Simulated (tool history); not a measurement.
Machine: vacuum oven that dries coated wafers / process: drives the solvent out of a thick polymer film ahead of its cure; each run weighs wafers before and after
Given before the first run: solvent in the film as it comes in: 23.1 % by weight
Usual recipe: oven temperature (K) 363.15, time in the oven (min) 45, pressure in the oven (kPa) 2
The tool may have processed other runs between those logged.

| run | hour | oven temperature (K) | time in the oven (min) | pressure in the oven (kPa) | solvent left in the film (%) |
|---|---|---|---|---|---|
| 1 | 0 | 363.15 | 45 | 2 | 2.33 |
| 2 | 11.4 | 363.15 | 45 | 2 | 2.28 |
| 3 | 18 | 363.15 | 45 | 2 | 2.36 |
| 4 | 26 | 363.15 | 45 | 2 | 2.34 |
| 5 | 37.8 | 363.15 | 45 | 2.66 | 2.84 |
| 6 | 49.5 | 363.15 | 45 | 2.66 | 2.88 |
| 7 | 60.1 | 363.15 | 45 | 2.66 | 2.82 |
| 8 | 73.4 | 363.15 | 45 | 2.66 | 2.82 |
| 9 | 82.5 | 363.15 | 45 | 2.66 | 2.83 |
| 10 | 88.8 | 363.15 | 45 | 2.66 | 2.86 |
| 11 | 94.5 | 363.15 | 45 | 2 | 2.3 |
| 12 | 104.6 | 363.15 | 45 | 2 | 2.34 |
| 13 | 115.7 | 363.15 | 52 | 2 | 2.06 |
| 14 | 125.1 | 363.15 | 45 | 2 | 2.35 |
| 15 | 138.2 | 363.15 | 45 | 2 | 2.34 |
| 16 | 145.7 | 363.15 | 45 | 2 | 2.36 |
|  | 147.8 | vacuum gauge cleaned of residue and calibrated |
| 17 | 159.5 | 363.15 | 45 | 2 | 2.38 |
| 18 | 172.2 | 366.15 | 45 | 1.67 | 1.71 |
| 19 | 183 | 366.15 | 45 | 1.67 | 1.68 |
| 20 | 188.5 | 350.15 | 51 | 3.58 | 6.97 |
| 21 | 199.9 | 356.15 | 42 | 1.16 | 3.35 |
| 22 | 213.2 | 349.15 | 27 | 1.51 | 8.54 |
|  | 216.2 | vacuum gauge cleaned of residue and calibrated, once more |
| 23 | 223.6 | 349.15 | 27 | 1.51 | 8.28 |
| 24 | 234.3 | 349.15 | 48 | 3.36 | 7.18 |
| 25 | 241.5 | 349.15 | 48 | 3.36 | 7.21 |
| 26 | 252.2 | 349.15 | 71 | 5.1 | 7.88 |
| 27 | 265.5 | 353.15 | 51 | 2 | 4.02 |
| 28 | 272.4 | 370.15 | 72 | 2 | 1.2 |
| 29 | 285.3 | 378.15 | 55 | 2.21 | 1.02 |

4 ways to go on from here, each from the tool as it stands after run 29. What would each give?
| A | 293.6 | 349.15 | 23 | 3.53 | ? |
| B | 293.6 | 363.15 | 45 | 2.64 | ? |
| C | 293.6 | 363.15 | 62 | 2 | ? |
| D | 293.6 | 371.15 | 45 | 5.51 | ? |

| run | solvent left in the film (%) |
|---|---|
| A | 10.99 |
| B | 2.67 |
| C | 1.78 |
| D | 3.5 |
What these runs would have given with no unlogged condition in the tool:
| run | solvent left in the film (%) |
|---|---|
| A | 11.58 |
| B | 2.93 |
| C | 1.92 |
| D | 3.72 |
